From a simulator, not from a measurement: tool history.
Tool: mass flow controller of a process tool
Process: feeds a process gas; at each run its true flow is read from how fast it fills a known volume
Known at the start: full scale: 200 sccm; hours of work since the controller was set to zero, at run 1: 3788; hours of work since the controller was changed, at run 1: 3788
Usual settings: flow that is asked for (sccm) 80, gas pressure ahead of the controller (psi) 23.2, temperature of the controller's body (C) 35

run	hour	flow that is asked for (sccm)	gas pressure ahead of the controller (psi)	temperature of the controller's body (C)	hours of work since the controller was set to zero	hours of work since the controller was changed	true flow (%)
1	0.0	80	23.2	35	3788	3788	102.29
2	57.7	28	23.2	35	3817	3817	101.11
3	98.9	28	23.2	35	3838	3838	101.12
4	168.4	28	23.2	35	3874	3874	101.27
5	216.7	25	23.2	35	3898	3898	100.87
6	279.0	80	23.2	35	3930	3930	102.22
7	341.6	80	23.2	33	3962	3962	102.16
8	412.5	80	31.3	33	3998	3998	102.07
9	468.0	80	31.3	33	4027	4027	102.14
10	553.2	80	31.3	33	4070	4070	102.11
11	603.8	80	31.3	33	4096	4096	102.13
12	685.0	80	31.3	33	4138	4138	101.96
13	770.6	37	23.2	31	4181	4181	101.39
14	850.2	130	27.7	26	4222	4222	102.19
15	910.8	130	27.7	26	4253	4253	102.47
16	1000.1	130	20.5	26	4298	4298	102.55
17	1096.2	80	23.2	32	4348	4348	102.36
18	1188.7	153	30.0	32	4395	4395	102.86
19	1264.0	153	30.0	32	4433	4433	102.93
20	1362.4	153	30.0	32	4484	4484	102.86
21	1445.5	80	28.9	25	4526	4526	101.88

Forecast each of these 3 alternatives for the next run:
A	1499.7	80	38.4	32	4554	4554	?
B	1499.7	80	23.2	31	4554	4554	?
C	1499.7	80	24.8	25	4554	4554	?

run	true flow (%)
A	102.20
B	102.39
C	101.89
Without the tool's hidden state the same runs would have given:
run	true flow (%)
A	99.74
B	99.93
C	99.43

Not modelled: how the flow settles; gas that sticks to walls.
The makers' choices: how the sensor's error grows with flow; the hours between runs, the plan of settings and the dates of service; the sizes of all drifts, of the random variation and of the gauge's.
